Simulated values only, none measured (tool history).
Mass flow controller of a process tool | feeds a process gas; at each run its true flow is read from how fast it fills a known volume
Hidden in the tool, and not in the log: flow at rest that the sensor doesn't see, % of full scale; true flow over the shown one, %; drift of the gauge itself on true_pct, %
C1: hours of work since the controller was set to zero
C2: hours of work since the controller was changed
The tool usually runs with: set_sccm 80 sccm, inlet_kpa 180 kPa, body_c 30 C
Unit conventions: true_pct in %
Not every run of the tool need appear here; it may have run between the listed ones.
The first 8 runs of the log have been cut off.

{"run": 9, "hour": 457.4, "set_sccm": 50, "inlet_kpa": 180, "body_c": 30, "C1": 274, "C2": 274, "true_pct": 99.16}
{"run": 10, "hour": 550.7, "set_sccm": 50, "inlet_kpa": 180, "body_c": 30, "C1": 313, "C2": 313, "true_pct": 99.3}
{"run": 11, "hour": 605.2, "set_sccm": 50, "inlet_kpa": 180, "body_c": 30, "C1": 335, "C2": 335, "true_pct": 99.16}
{"run": 12, "hour": 648.1, "set_sccm": 80, "inlet_kpa": 180, "body_c": 30, "C1": 353, "C2": 353, "true_pct": 99.89}
{"run": 13, "hour": 706.0, "set_sccm": 39, "inlet_kpa": 180, "body_c": 30, "C1": 377, "C2": 377, "true_pct": 98.97}
{"run": 14, "hour": 750.0, "set_sccm": 80, "inlet_kpa": 180, "body_c": 35, "C1": 395, "C2": 395, "true_pct": 100.09}
{"run": 15, "hour": 819.8, "set_sccm": 80, "inlet_kpa": 180, "body_c": 35, "C1": 424, "C2": 424, "true_pct": 100.11}
{"run": 16, "hour": 906.7, "set_sccm": 80, "inlet_kpa": 156, "body_c": 30, "C1": 460, "C2": 460, "true_pct": 100.09}
{"run": 17, "hour": 977.4, "set_sccm": 22, "inlet_kpa": 219, "body_c": 23, "C1": 489, "C2": 489, "true_pct": 98.1}
{"run": 18, "hour": 1034.5, "set_sccm": 19, "inlet_kpa": 180, "body_c": 24, "C1": 512, "C2": 512, "true_pct": 98.22}
{"run": 19, "hour": 1116.9, "set_sccm": 19, "inlet_kpa": 216, "body_c": 29, "C1": 546, "C2": 546, "true_pct": 98.19}
{"run": 20, "hour": 1171.3, "set_sccm": 15, "inlet_kpa": 254, "body_c": 21, "C1": 569, "C2": 569, "true_pct": 97.6}
{"run": 21, "hour": 1236.1, "set_sccm": 15, "inlet_kpa": 254, "body_c": 21, "C1": 596, "C2": 596, "true_pct": 97.57}
{"run": 22, "hour": 1289.9, "set_sccm": 32, "inlet_kpa": 254, "body_c": 37, "C1": 618, "C2": 618, "true_pct": 98.66}
{"run": 23, "hour": 1377.8, "set_sccm": 32, "inlet_kpa": 254, "body_c": 29, "C1": 654, "C2": 654, "true_pct": 98.22}
{"run": 24, "hour": 1430.5, "set_sccm": 39, "inlet_kpa": 207, "body_c": 23, "C1": 676, "C2": 676, "true_pct": 98.49}
{"run": 25, "hour": 1490.2, "set_sccm": 19, "inlet_kpa": 271, "body_c": 34, "C1": 700, "C2": 700, "true_pct": 98.09}
{"run": 26, "hour": 1531.4, "set_sccm": 19, "inlet_kpa": 271, "body_c": 34, "C1": 718, "C2": 718, "true_pct": 97.95}
{"run": 27, "hour": 1576.4, "set_sccm": 19, "inlet_kpa": 271, "body_c": 34, "C1": 736, "C2": 736, "true_pct": 97.97}
{"run": 28, "hour": 1616.9, "set_sccm": 55, "inlet_kpa": 233, "body_c": 30, "C1": 753, "C2": 753, "true_pct": 98.95}
{"run": 29, "hour": 1695.2, "set_sccm": 55, "inlet_kpa": 233, "body_c": 30, "C1": 785, "C2": 785, "true_pct": 98.99}
{"run": 30, "hour": 1783.8, "set_sccm": 55, "inlet_kpa": 233, "body_c": 30, "C1": 822, "C2": 822, "true_pct": 98.95}
{"run": 31, "hour": 1874.3, "set_sccm": 55, "inlet_kpa": 233, "body_c": 30, "C1": 859, "C2": 859, "true_pct": 99.14}
{"run": 32, "hour": 1936.7, "set_sccm": 55, "inlet_kpa": 233, "body_c": 30, "C1": 885, "C2": 885, "true_pct": 98.89}

Each row is a separate what-if for the run after 32, all from the same tool condition, not one after another. Results?
{"run": "A", "hour": 2023.8, "set_sccm": 19, "inlet_kpa": 243, "body_c": 24, "C1": 921, "C2": 921, "true_pct": "?"}
{"run": "B", "hour": 2023.8, "set_sccm": 93, "inlet_kpa": 180, "body_c": 33, "C1": 921, "C2": 921, "true_pct": "?"}
{"run": "C", "hour": 2023.8, "set_sccm": 33, "inlet_kpa": 275, "body_c": 25, "C1": 921, "C2": 921, "true_pct": "?"}
{"run": "D", "hour": 2023.8, "set_sccm": 10, "inlet_kpa": 183, "body_c": 22, "C1": 921, "C2": 921, "true_pct": "?"}
{"run": "E", "hour": 2023.8, "set_sccm": 28, "inlet_kpa": 265, "body_c": 24, "C1": 921, "C2": 921, "true_pct": "?"}

run=A true_pct=97.75
run=B true_pct=100.16
run=C true_pct=97.99
run=D true_pct=97.97
run=E true_pct=97.92
Stripped of hidden state, with their random variation kept, the same runs would have yielded:
run=A true_pct=97.75
run=B true_pct=100.15
run=C true_pct=97.99
run=D true_pct=97.98
run=E true_pct=97.92
